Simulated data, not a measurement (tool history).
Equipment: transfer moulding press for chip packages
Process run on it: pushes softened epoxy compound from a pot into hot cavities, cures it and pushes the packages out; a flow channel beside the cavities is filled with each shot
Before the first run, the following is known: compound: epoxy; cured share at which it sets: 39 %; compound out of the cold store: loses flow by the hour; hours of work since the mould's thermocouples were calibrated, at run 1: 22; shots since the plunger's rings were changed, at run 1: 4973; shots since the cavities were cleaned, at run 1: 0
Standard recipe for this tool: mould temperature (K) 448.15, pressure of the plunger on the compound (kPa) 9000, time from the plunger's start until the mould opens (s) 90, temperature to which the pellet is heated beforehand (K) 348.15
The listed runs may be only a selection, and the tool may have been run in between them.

| run | hour | mould temperature (K) | pressure of the plunger on the compound (kPa) | time from the plunger's start until the mould opens (s) | temperature to which the pellet is heated beforehand (K) | hours of work since the mould's thermocouples were calibrated | shots since the plunger's rings were changed | shots since the cavities were cleaned | incoming compound's hours out of the cold store | length that the compound runs in the flow channel (mm) | greatest force on the pins that push the packages out (N) |
|---|---|---|---|---|---|---|---|---|---|---|---|
| 1 | 0 | 448.15 | 9000 | 90 | 348.15 | 22 | 4973 | 0 | 13.5 | 591 | 517 |
|  | 10.4 | plunger's sealing rings changed |
| 2 | 39.5 | 448.15 | 9000 | 90 | 348.15 | 43 | 352 | 448 | 17.6 | 616 | 649 |
| 3 | 70.2 | 448.15 | 9000 | 90 | 348.15 | 60 | 723 | 819 | 8.9 | 633 | 761 |
|  | 83.7 | cavities cleaned with cleaning compound and waxed |
| 4 | 116.2 | 448.15 | 9000 | 90 | 348.15 | 86 | 1262 | 393 | 25.9 | 587 | 832 |
| 5 | 148 | 448.15 | 9000 | 90 | 348.15 | 104 | 1646 | 777 | 35.5 | 565 | 841 |
|  | 164.6 | cavities cleaned with cleaning compound and waxed |
| 6 | 173.2 | 448.15 | 9000 | 90 | 348.15 | 117 | 1932 | 103 | 16.7 | 599 | 545 |
| 7 | 208.8 | 451.15 | 9000 | 90 | 348.15 | 137 | 2363 | 534 | 12.3 | 603 | 615 |
| 8 | 237.6 | 448.15 | 9000 | 90 | 348.15 | 154 | 2711 | 882 | 29.8 | 574 | 725 |
|  | 245.6 | cavities cleaned with cleaning compound and waxed |
|  | 260.2 | cavities cleaned with cleaning compound and waxed, once more |
| 9 | 267.1 | 448.15 | 9000 | 90 | 348.15 | 169 | 3032 | 84 | 34.5 | 560 | 538 |
| 10 | 306.1 | 448.15 | 9000 | 90 | 348.15 | 191 | 3503 | 555 | 15.6 | 592 | 717 |
|  | 342.8 | cavities cleaned with cleaning compound and waxed |
| 11 | 345.9 | 448.15 | 9000 | 90 | 348.15 | 213 | 3967 | 38 | 31.1 | 561 | 504 |
| 12 | 385.4 | 448.15 | 9000 | 90 | 348.15 | 235 | 4444 | 515 | 44.5 | 531 | 673 |
|  | 426.3 | cavities cleaned with cleaning compound and waxed |
| 13 | 430.2 | 448.15 | 9000 | 90 | 348.15 | 260 | 4968 | 47 | 14.9 | 588 | 536 |
|  | 441.2 | plunger's sealing rings changed |
| 14 | 458.8 | 448.15 | 9000 | 90 | 348.15 | 275 | 213 | 363 | 22.8 | 605 | 644 |
| 15 | 486.6 | 448.15 | 9000 | 90 | 348.15 | 290 | 549 | 699 | 31.1 | 587 | 694 |
|  | 509.5 | cavities cleaned with cleaning compound and waxed |
| 16 | 520.8 | 455.15 | 9740 | 107 | 348.15 | 309 | 944 | 137 | 12.4 | 625 | 481 |
| 17 | 562.1 | 449.15 | 9680 | 80 | 354.15 | 332 | 1444 | 637 | 29.3 | 604 | 808 |
|  | 590.7 | cavities cleaned with cleaning compound and waxed |
| 18 | 600.3 | 449.15 | 9680 | 80 | 354.15 | 353 | 1887 | 116 | 35.6 | 584 | 610 |
| 19 | 626.9 | 451.15 | 9680 | 80 | 354.15 | 368 | 2209 | 438 | 27.2 | 593 | 690 |
| 20 | 667.2 | 448.15 | 7400 | 109 | 348.15 | 391 | 2697 | 926 | 10.4 | 560 | 644 |
|  | 672.9 | cavities cleaned with cleaning compound and waxed |
| 21 | 701.5 | 450.15 | 9000 | 77 | 348.15 | 410 | 3093 | 346 | 24.9 | 574 | 802 |

What if the next run were any one of these 4? Each begins from the tool's condition after run 21:
| A | 722 | 443.15 | 10590 | 90 | 352.15 | 422 | 3341 | 594 | 23.5 | ? | ? |
| B | 722 | 442.15 | 8330 | 77 | 348.15 | 422 | 3341 | 594 | 44.6 | ? | ? |
| C | 722 | 443.15 | 9000 | 77 | 348.15 | 422 | 3341 | 594 | 43.6 | ? | ? |
| D | 722 | 443.15 | 8800 | 78 | 348.15 | 422 | 3341 | 594 | 21.4 | ? | ? |

| run | length that the compound runs in the flow channel (mm) | greatest force on the pins that push the packages out (N) |
|---|---|---|
| A | 652 | 938 |
| B | 534 | 1395 |
| C | 562 | 1327 |
| D | 593 | 1387 |
Without the tool's unlogged condition, the same runs would have read:
| run | length that the compound runs in the flow channel (mm) | greatest force on the pins that push the packages out (N) |
|---|---|---|
| A | 675 | 666 |
| B | 554 | 990 |
| C | 583 | 942 |
| D | 614 | 983 |
